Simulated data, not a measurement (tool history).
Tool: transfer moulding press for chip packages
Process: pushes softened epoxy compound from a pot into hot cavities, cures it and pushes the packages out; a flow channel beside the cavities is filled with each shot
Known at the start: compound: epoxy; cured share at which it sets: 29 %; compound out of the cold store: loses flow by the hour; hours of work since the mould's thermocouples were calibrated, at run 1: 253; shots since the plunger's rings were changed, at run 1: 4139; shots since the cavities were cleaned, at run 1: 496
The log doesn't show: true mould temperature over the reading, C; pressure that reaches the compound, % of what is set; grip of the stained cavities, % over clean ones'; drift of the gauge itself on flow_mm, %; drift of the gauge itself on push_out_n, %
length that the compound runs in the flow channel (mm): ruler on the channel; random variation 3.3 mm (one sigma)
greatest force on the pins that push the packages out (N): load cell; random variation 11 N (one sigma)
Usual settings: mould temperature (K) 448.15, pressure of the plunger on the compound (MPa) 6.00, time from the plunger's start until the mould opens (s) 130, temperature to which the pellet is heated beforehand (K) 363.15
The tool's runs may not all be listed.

run     day  mould temperature (K)  pressure of the plunger on the compound (MPa)  time from the plunger's start until the mould opens (s)  temperature to which the pellet is heated beforehand (K)  hours of work since the mould's thermocouples were calibrated  shots since the plunger's rings were changed  shots since the cavities were cleaned  incoming compound's hours out of the cold store  length that the compound runs in the flow channel (mm)  greatest force on the pins that push the packages out (N)
  1   0.000                 448.15                                           6.00                                                      130                                                    363.15                                                            253                                          4139                                    496                                             25.2                                                     855                                                        618
  2   0.767                 448.15                                           6.78                                                      130                                                    363.15                                                            262                                          4277                                    634                                              8.6                                                    1010                                                        676
      1.392  -- cavities cleaned with cleaning compound and waxed
  3   1.517                 448.15                                           6.78                                                      130                                                    363.15                                                            270                                          4402                                     23                                             36.6                                                     837                                                        500
  4   2.358                 455.15                                           6.78                                                      130                                                    363.15                                                            280                                          4554                                    175                                             16.5                                                     924                                                        508
  5   3.292                 448.15                                           6.00                                                      130                                                    363.15                                                            291                                          4722                                    343                                             30.8                                                     817                                                        586
  6   3.750                 448.15                                           6.00                                                      130                                                    363.15                                                            296                                          4805                                    426                                             43.9                                                     752                                                        634
  7   4.183                 448.15                                           6.00                                                      130                                                    363.15                                                            301                                          4884                                    505                                             27.2                                                     838                                                        649
  8   4.688                 448.15                                           6.00                                                      130                                                    363.15                                                            307                                          4975                                    596                                             27.2                                                     835                                                        662
      5.212  -- plunger's sealing rings changed
      5.667  -- cavities cleaned with cleaning compound and waxed
  9   5.879                 447.15                                           6.00                                                      130                                                    363.15                                                            319                                           109                                     38                                             39.3                                                     812                                                        525
 10   6.775                 447.15                                           6.00                                                      130                                                    363.15                                                            329                                           271                                    200                                             39.1                                                     814                                                        584
 11   7.662                 440.15                                           6.00                                                      128                                                    363.15                                                            339                                           432                                    361                                             14.7                                                     974                                                       1047
 12   8.175                 440.15                                           6.00                                                      128                                                    363.15                                                            345                                           524                                    453                                             44.6                                                     805                                                        944
 13   8.646                 446.15                                           4.89                                                      165                                                    361.15                                                            351                                           609                                    538                                             32.0                                                     760                                                        598
 14   9.104                 449.15                                           4.57                                                      158                                                    355.15                                                            356                                           692                                    621                                              9.1                                                     847                                                        613
      9.800  -- cavities cleaned with cleaning compound and waxed
 15  10.192                 448.15                                           6.00                                                      142                                                    363.15                                                            368                                           877                                     71                                             27.6                                                     864                                                        492

Forecast each of these 4 alternatives for the next run:
  A  11.033                 453.15                                           6.00                                                      130                                                    363.15                                                            378                                          1030                                    224                                             18.2                                                       ?                                                          ?
  B  11.033                 448.15                                           4.57                                                      155                                                    370.15                                                            378                                          1030                                    224                                             37.2                                                       ?                                                          ?
  C  11.033                 452.15                                           6.36                                                      142                                                    363.15                                                            378                                          1030                                    224                                             23.7                                                       ?                                                          ?
  D  11.033                 448.15                                           6.72                                                      141                                                    363.15                                                            378                                          1030                                    224                                              8.2                                                       ?                                                          ?

run  length that the compound runs in the flow channel (mm)  greatest force on the pins that push the packages out (N)
  A                                                     892                                                        533
  B                                                     708                                                        518
  C                                                     888                                                        517
  D                                                    1031                                                        556
Without the tool's hidden state the same runs would have given:
run  length that the compound runs in the flow channel (mm)  greatest force on the pins that push the packages out (N)
  A                                                     904                                                        447
  B                                                     717                                                        434
  C                                                     899                                                        434
  D                                                    1044                                                        471
